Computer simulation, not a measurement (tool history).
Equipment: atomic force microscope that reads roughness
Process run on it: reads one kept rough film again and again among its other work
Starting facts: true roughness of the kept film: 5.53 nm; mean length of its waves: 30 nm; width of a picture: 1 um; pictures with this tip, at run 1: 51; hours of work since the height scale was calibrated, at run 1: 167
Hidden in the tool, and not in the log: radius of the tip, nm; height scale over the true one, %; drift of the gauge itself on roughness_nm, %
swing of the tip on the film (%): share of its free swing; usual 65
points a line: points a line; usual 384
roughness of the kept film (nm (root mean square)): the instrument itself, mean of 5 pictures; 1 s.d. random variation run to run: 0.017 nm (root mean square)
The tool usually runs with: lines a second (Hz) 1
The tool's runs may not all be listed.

run   hour  lines a second (Hz)  swing of the tip on the film (%)  points a line  pictures with this tip  hours of work since the height scale was calibrated  roughness of the kept film (nm (root mean square))
  1      0                    1                                65            384                      51                                                  167                                               3.636
  2    9.5                    1                                65            384                      64                                                  173                                               3.499
  3   25.3                    1                                65            384                      85                                                  183                                               3.318
  4   43.6                    1                                65            384                     110                                                  194                                                3.11
  5   61.3                    1                                65            384                     134                                                  205                                               2.919
  6   72.9                    1                                65            384                     150                                                  212                                                2.85
      82.8  -- new tip fitted
  7   88.8                    1                                65            384                       8                                                  221                                               4.103
  8  100.5                    1                                65            384                      24                                                  229                                               3.905
  9  117.5                    1                                65            352                      48                                                  239                                               3.628
 10  137.6                    1                                65            568                      75                                                  251                                               3.376
 11  153.6                    1                                65            384                      97                                                  261                                               3.182
 12  162.6                    1                                68            384                     109                                                  267                                               3.043
 13  174.8                    1                                65            307                     126                                                  274                                               2.922
 14    184                    1                                65            384                     138                                                  280                                               2.869
 15    198                    1                                65            384                     158                                                  289                                                2.75
     202.9  -- new tip fitted
 16  208.9                    1                                56            384                       8                                                  295                                               4.152
 17  223.5                    1                                56            384                      28                                                  304                                                3.88
 18  240.3                    1                                56            384                      51                                                  314                                               3.653
 19  258.6                    1                                56            384                      76                                                  326                                                3.42
     260.9  -- height scale calibrated on a step standard
 20  270.7                    1                                65            655                      91                                                    6                                               3.266
 21  279.8                 0.97                                65            350                     103                                                   12                                               3.132
 22    298                 0.86                                77            384                     128                                                   23                                               2.877

Run 23, settings as shown, results not yet in. Your forecast:
 23  309.6                 1.33                                55            384                     144                                                   30                                                   ?

roughness of the kept film (nm (root mean square)): 2.877
Had the tool carried no hidden state, the very same run would have given roughness of the kept film (nm (root mean square)) 4.262.

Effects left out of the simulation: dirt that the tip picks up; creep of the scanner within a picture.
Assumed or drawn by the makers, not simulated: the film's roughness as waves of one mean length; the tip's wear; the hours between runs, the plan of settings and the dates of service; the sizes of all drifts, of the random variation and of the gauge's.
